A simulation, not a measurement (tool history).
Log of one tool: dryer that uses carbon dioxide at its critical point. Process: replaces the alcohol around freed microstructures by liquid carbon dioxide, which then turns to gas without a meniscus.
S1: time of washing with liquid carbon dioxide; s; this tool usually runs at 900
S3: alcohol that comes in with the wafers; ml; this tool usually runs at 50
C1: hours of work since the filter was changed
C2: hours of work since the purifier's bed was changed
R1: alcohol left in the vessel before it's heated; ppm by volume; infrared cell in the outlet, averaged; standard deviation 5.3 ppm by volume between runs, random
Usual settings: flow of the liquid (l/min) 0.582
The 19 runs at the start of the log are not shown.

run 20 hour=315.9 | S1=720 flow_of_the_liquid_(l/min)=0.725 S3=49 | C1=148 C2=517 | R1=200
run 21 hour=336.8 | S1=720 flow_of_the_liquid_(l/min)=0.725 S3=49 | C1=160 C2=529 | R1=207
run 22 hour=350 | S1=1380 flow_of_the_liquid_(l/min)=0.582 S3=99 | C1=168 C2=537 | R1=75
run 23 hour=370.4 | S1=660 flow_of_the_liquid_(l/min)=0.441 S3=21 | C1=180 C2=549 | R1=954
run 24 hour=389.9 | S1=660 flow_of_the_liquid_(l/min)=0.441 S3=21 | C1=192 C2=561 | R1=961
run 25 hour=408.6 | S1=1200 flow_of_the_liquid_(l/min)=0.508 S3=21 | C1=203 C2=572 | R1=92
run 26 hour=420.3 | S1=1200 flow_of_the_liquid_(l/min)=0.508 S3=21 | C1=210 C2=579 | R1=97
run 27 hour=439.9 | S1=1200 flow_of_the_liquid_(l/min)=0.508 S3=21 | C1=221 C2=591 | R1=91
run 28 hour=461 | S1=1200 flow_of_the_liquid_(l/min)=0.508 S3=21 | C1=234 C2=603 | R1=89
run 29 hour=476.8 | S1=780 flow_of_the_liquid_(l/min)=0.823 S3=82 | C1=243 C2=612 | R1=147
run 30 hour=498.4 | S1=780 flow_of_the_liquid_(l/min)=0.823 S3=82 | C1=256 C2=625 | R1=150
run 31 hour=515.5 | S1=540 flow_of_the_liquid_(l/min)=0.405 S3=39 | C1=266 C2=635 | R1=3907

Forecast each of these 4 alternatives for the next run:
run A hour=536.1 | S1=1140 flow_of_the_liquid_(l/min)=0.443 S3=28 | C1=278 C2=648 | R1=?
run B hour=536.1 | S1=780 flow_of_the_liquid_(l/min)=0.405 S3=93 | C1=278 C2=648 | R1=?
run C hour=536.1 | S1=600 flow_of_the_liquid_(l/min)=0.916 S3=54 | C1=278 C2=648 | R1=?
run D hour=536.1 | S1=780 flow_of_the_liquid_(l/min)=0.46 S3=114 | C1=278 C2=648 | R1=?

run=A R1=204
run=B R1=3438
run=C R1=208
run=D R1=2702
With the hidden condition removed and each run's random variation left untouched, the same runs would have given:
run=A R1=74
run=B R1=2380
run=C R1=75
run=D R1=1772
